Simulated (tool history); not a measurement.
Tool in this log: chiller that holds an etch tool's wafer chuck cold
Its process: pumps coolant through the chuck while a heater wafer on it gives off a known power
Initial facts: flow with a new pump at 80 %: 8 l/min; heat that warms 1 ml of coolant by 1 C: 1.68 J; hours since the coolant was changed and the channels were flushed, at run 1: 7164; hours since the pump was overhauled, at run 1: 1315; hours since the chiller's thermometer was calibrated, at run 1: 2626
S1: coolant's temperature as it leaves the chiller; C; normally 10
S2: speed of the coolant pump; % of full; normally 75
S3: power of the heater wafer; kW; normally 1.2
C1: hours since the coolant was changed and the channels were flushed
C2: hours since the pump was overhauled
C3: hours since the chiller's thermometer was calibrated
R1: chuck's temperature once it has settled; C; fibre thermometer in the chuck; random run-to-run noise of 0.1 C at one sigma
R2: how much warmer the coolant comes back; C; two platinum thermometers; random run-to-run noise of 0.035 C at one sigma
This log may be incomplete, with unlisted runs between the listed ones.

Run 1, hour 0: usual settings; C1 7164; C2 1315; C3 2626. Result: R1 24.1 C, R2 5.72 C.
Run 2, hour 77: usual settings; C1 7241; C2 1392; C3 2703. Result: R1 24.1 C, R2 5.73 C.
Run 3, hour 165.7: usual settings; C1 7330; C2 1480; C3 2792. Result: R1 24 C, R2 5.79 C.
Run 4, hour 215.8: usual settings; C1 7380; C2 1531; C3 2842. Result: R1 24 C, R2 5.74 C.
At hour 221.6: chiller's thermometer calibrated.
Run 5, hour 284.3: usual settings but S1 8 C; C1 7448; C2 1598; C3 63. Result: R1 22.3 C, R2 5.8 C.
Run 6, hour 369.2: usual settings but S3 0.853 kW; C1 7533; C2 1683; C3 148. Result: R1 20.1 C, R2 4.15 C.
Run 7, hour 417.1: usual settings but S3 0.853 kW; C1 7581; C2 1731; C3 196. Result: R1 20.4 C, R2 4.14 C.
Run 8, hour 487.5: usual settings but S1 0 C, S2 82 % of full, S3 1.432 kW; C1 7651; C2 1801; C3 266. Result: R1 16.2 C, R2 6.37 C.
Run 9, hour 542.9: usual settings but S2 73 % of full, S3 0.96 kW; C1 7706; C2 1857; C3 321. Result: R1 21.9 C, R2 4.72 C.
Run 10, hour 617: usual settings but S2 73 % of full, S3 0.96 kW; C1 7780; C2 1931; C3 395. Result: R1 21.8 C, R2 4.75 C.
Run 11, hour 690.8: usual settings but S1 16 C, S2 95 % of full, S3 1.774 kW; C1 7854; C2 2005; C3 469. Result: R1 34.6 C, R2 6.87 C.
At hour 745.3: chiller's thermometer calibrated, once more.
Run 12, hour 745.3: usual settings but S2 99 % of full, S3 0.983 kW; C1 7908; C2 2058; C3 0. Result: R1 20 C, R2 3.59 C.

Here are 5 independent what-if runs from the current tool condition. What would each one return?
Run A, hour 798.1: usual settings but S1 5 C, S2 87 % of full, S3 0.983 kW; C1 7961; C2 2111; C3 53. Result: R1 ?, R2 ?.
Run B, hour 798.1: usual settings but S1 1 C, S2 99 % of full, S3 0.983 kW; C1 7961; C2 2111; C3 53. Result: R1 ?, R2 ?.
Run C, hour 798.1: usual settings but S1 5 C, S2 62 % of full, S3 0.825 kW; C1 7961; C2 2111; C3 53. Result: R1 ?, R2 ?.
Run D, hour 798.1: usual settings but S1 17 C, S2 98 % of full, S3 1.101 kW; C1 7961; C2 2111; C3 53. Result: R1 ?, R2 ?.
Run E, hour 798.1: usual settings but S1 14 C; C1 7961; C2 2111; C3 53. Result: R1 ?, R2 ?.

run    R1    R2
  A  15.5  4.03
  B    11  3.65
  C  15.9  4.84
  D  28.3  4.08
  E    28  5.77
The same runs, with their run-to-run variation unchanged, on a tool lacking any hidden condition would have given:
run    R1    R2
  A  13.6  3.94
  B   9.2  3.58
  C    14  4.74
  D  26.3     4
  E  25.5  5.66

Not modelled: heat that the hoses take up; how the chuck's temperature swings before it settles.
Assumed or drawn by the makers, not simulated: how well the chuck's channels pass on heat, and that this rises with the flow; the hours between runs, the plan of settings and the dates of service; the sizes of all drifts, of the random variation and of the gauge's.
